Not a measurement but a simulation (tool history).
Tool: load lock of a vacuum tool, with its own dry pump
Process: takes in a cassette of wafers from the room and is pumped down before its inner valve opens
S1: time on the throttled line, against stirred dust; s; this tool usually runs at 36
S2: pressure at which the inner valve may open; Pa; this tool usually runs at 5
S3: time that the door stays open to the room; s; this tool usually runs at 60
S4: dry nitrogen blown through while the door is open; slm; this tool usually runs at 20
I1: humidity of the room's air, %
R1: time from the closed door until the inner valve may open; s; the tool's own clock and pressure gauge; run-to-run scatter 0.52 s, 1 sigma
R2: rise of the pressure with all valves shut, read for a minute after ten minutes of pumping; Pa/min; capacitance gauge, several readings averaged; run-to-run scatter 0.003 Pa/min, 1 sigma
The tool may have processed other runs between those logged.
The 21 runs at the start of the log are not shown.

| run | hour | S1 | S2 | S3 | S4 | I1 | R1 | R2 |
|---|---|---|---|---|---|---|---|---|
| 22 | 6988.2 | 25 | 8 | 37 | 21 | 42.6 | 60.2 | 0.024 |
| 23 | 7378.2 | 25 | 8 | 37 | 21 | 47.3 | 61 | 0.024 |
|  | 7657.5 | door's seal changed, seat wiped |
| 24 | 7832.8 | 58 | 5 | 35 | 28 | 48.1 | 85.6 | 0.025 |
| 25 | 8272.4 | 69 | 6 | 60 | 20 | 44.2 | 93.2 | 0.027 |
| 26 | 8667.9 | 20 | 9 | 29 | 28 | 44.4 | 56.7 | 0.017 |
| 27 | 9022 | 36 | 5 | 60 | 20 | 44.5 | 70.5 | 0.024 |
| 28 | 9264.7 | 36 | 5 | 60 | 20 | 42.7 | 70.4 | 0.029 |
| 29 | 9520.6 | 36 | 6 | 77 | 20 | 46 | 69.4 | 0.036 |
| 30 | 9830.1 | 64 | 7 | 129 | 30 | 44.1 | 89.1 | 0.032 |
| 31 | 10082.7 | 64 | 7 | 129 | 30 | 42.1 | 89.5 | 0.028 |
| 32 | 10510.5 | 36 | 7 | 72 | 20 | 39.7 | 69.3 | 0.029 |

Below are 5 alternative next runs, each starting from the tool's condition after run 32. Predict each:
| A | 10786.4 | 31 | 7 | 72 | 20 | 46.2 | ? | ? |
| B | 10786.4 | 58 | 7 | 72 | 15 | 43.2 | ? | ? |
| C | 10786.4 | 36 | 7 | 62 | 16 | 43.4 | ? | ? |
| D | 10786.4 | 30 | 5 | 60 | 20 | 45.2 | ? | ? |
| E | 10786.4 | 25 | 5 | 31 | 7 | 46.6 | ? | ? |

| run | R1 | R2 |
|---|---|---|
| A | 65.6 | 0.029 |
| B | 84.7 | 0.032 |
| C | 68.2 | 0.032 |
| D | 66.7 | 0.034 |
| E | 62.5 | 0.043 |
Had the tool no hidden state, the same runs would have come out as:
| run | R1 | R2 |
|---|---|---|
| A | 65.6 | 0.028 |
| B | 84.7 | 0.032 |
| C | 68.2 | 0.032 |
| D | 66.7 | 0.034 |
| E | 62.5 | 0.043 |
